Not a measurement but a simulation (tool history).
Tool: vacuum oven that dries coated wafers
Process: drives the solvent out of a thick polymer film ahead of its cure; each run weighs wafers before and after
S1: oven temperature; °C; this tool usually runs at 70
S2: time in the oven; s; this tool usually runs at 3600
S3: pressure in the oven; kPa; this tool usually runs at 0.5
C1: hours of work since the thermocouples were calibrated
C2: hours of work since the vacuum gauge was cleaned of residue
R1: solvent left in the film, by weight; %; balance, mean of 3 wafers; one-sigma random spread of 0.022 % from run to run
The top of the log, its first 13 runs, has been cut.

run 14 hour=531 | S1=70 S2=3600 S3=0.599 | C1=1370 C2=1988 | R1=1.28
run 15 hour=588.4 | S1=70 S2=3600 S3=0.599 | C1=1413 C2=2032 | R1=1.31
run 16 hour=625.8 | S1=68 S2=3600 S3=0.5 | C1=1442 C2=2060 | R1=1.46
run 17 hour=683.2 | S1=82 S2=3600 S3=0.5 | C1=1486 C2=2104 | R1=0.55
run 18 hour=706.9 | S1=82 S2=3600 S3=0.5 | C1=1504 C2=2122 | R1=0.48
-- hour=758.2 oven's thermocouples calibrated
run 19 hour=759.7 | S1=82 S2=3600 S3=0.5 | C1=1 C2=2160 | R1=0.55
run 20 hour=817.5 | S1=82 S2=3600 S3=0.5 | C1=45 C2=2204 | R1=0.57
run 21 hour=873.7 | S1=70 S2=3600 S3=0.971 | C1=88 C2=2247 | R1=1.72
run 22 hour=897.2 | S1=70 S2=2760 S3=0.5 | C1=106 C2=2265 | R1=2.07
run 23 hour=942.6 | S1=70 S2=2760 S3=0.5 | C1=140 C2=2299 | R1=2.1
run 24 hour=1001.1 | S1=74 S2=2520 S3=0.5 | C1=185 C2=2344 | R1=1.8
run 25 hour=1046.3 | S1=70 S2=2040 S3=0.317 | C1=219 C2=2378 | R1=2.96

Run 26 comes next. What will it give?
run 26 hour=1073.2 | S1=67 S2=4200 S3=1.955 | C1=239 C2=2399 | R1=?

{"run 26": {"R1": 2.53}}
Without the tool's hidden state the same run would have given R1 2.03 %.

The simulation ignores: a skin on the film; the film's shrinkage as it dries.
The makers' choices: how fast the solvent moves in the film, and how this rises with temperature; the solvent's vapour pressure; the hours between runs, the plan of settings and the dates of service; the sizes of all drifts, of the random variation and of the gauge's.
